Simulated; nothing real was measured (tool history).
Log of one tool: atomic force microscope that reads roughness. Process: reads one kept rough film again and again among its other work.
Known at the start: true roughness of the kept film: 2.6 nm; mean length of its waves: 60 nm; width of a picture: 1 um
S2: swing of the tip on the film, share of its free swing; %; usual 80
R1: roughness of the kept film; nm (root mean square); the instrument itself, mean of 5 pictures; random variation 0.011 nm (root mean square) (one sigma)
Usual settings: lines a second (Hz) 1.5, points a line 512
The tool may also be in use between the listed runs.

{"run": 1, "hour": 0.0, "lines a second (Hz)": 1.5, "S2": 80, "points a line": 512, "R1": 2.315}
{"run": 2, "hour": 7.6, "lines a second (Hz)": 1.5, "S2": 69, "points a line": 512, "R1": 2.379}
{"run": 3, "hour": 18.3, "lines a second (Hz)": 1.5, "S2": 69, "points a line": 261, "R1": 2.353}
{"run": 4, "hour": 33.5, "lines a second (Hz)": 1.5, "S2": 69, "points a line": 261, "R1": 2.324}
{"run": 5, "hour": 49.5, "lines a second (Hz)": 1.5, "S2": 69, "points a line": 261, "R1": 2.317}
{"run": 6, "hour": 57.1, "lines a second (Hz)": 1.5, "S2": 69, "points a line": 261, "R1": 2.317}
{"run": 7, "hour": 70.6, "lines a second (Hz)": 1.5, "S2": 69, "points a line": 261, "R1": 2.302}
{"hour": 75.1, "done": "new tip fitted"}
{"run": 8, "hour": 80.8, "lines a second (Hz)": 1.5, "S2": 67, "points a line": 261, "R1": 2.484}
{"run": 9, "hour": 95.9, "lines a second (Hz)": 1.5, "S2": 67, "points a line": 261, "R1": 2.464}
{"run": 10, "hour": 113.3, "lines a second (Hz)": 1.5, "S2": 67, "points a line": 261, "R1": 2.433}
{"run": 11, "hour": 129.9, "lines a second (Hz)": 3.83, "S2": 76, "points a line": 275, "R1": 2.249}
{"run": 12, "hour": 139.8, "lines a second (Hz)": 3.83, "S2": 76, "points a line": 275, "R1": 2.245}
{"run": 13, "hour": 150.0, "lines a second (Hz)": 3.83, "S2": 76, "points a line": 275, "R1": 2.24}
{"run": 14, "hour": 161.8, "lines a second (Hz)": 3.83, "S2": 76, "points a line": 275, "R1": 2.242}
{"run": 15, "hour": 178.9, "lines a second (Hz)": 0.76, "S2": 75, "points a line": 348, "R1": 2.369}
{"run": 16, "hour": 188.4, "lines a second (Hz)": 2.44, "S2": 72, "points a line": 494, "R1": 2.29}
{"run": 17, "hour": 199.0, "lines a second (Hz)": 2.44, "S2": 72, "points a line": 494, "R1": 2.28}
{"run": 18, "hour": 209.9, "lines a second (Hz)": 2.44, "S2": 72, "points a line": 494, "R1": 2.282}
{"run": 19, "hour": 220.8, "lines a second (Hz)": 1.5, "S2": 62, "points a line": 279, "R1": 2.331}

3 ways to go on from here, each from the tool as it stands after run 19. What would each give?
{"hour": 227.7, "done": "new tip fitted"}
{"run": "A", "hour": 239.2, "lines a second (Hz)": 1.02, "S2": 62, "points a line": 279, "R1": "?"}
{"hour": 227.7, "done": "new tip fitted"}
{"run": "B", "hour": 239.2, "lines a second (Hz)": 2.22, "S2": 58, "points a line": 375, "R1": "?"}
{"hour": 227.7, "done": "new tip fitted"}
{"run": "C", "hour": 239.2, "lines a second (Hz)": 3.81, "S2": 83, "points a line": 546, "R1": "?"}

run=A R1=2.477
run=B R1=2.476
run=C R1=2.216
Without the tool's hidden state the same runs would have given:
run=A R1=2.5
run=B R1=2.499
run=C R1=2.236
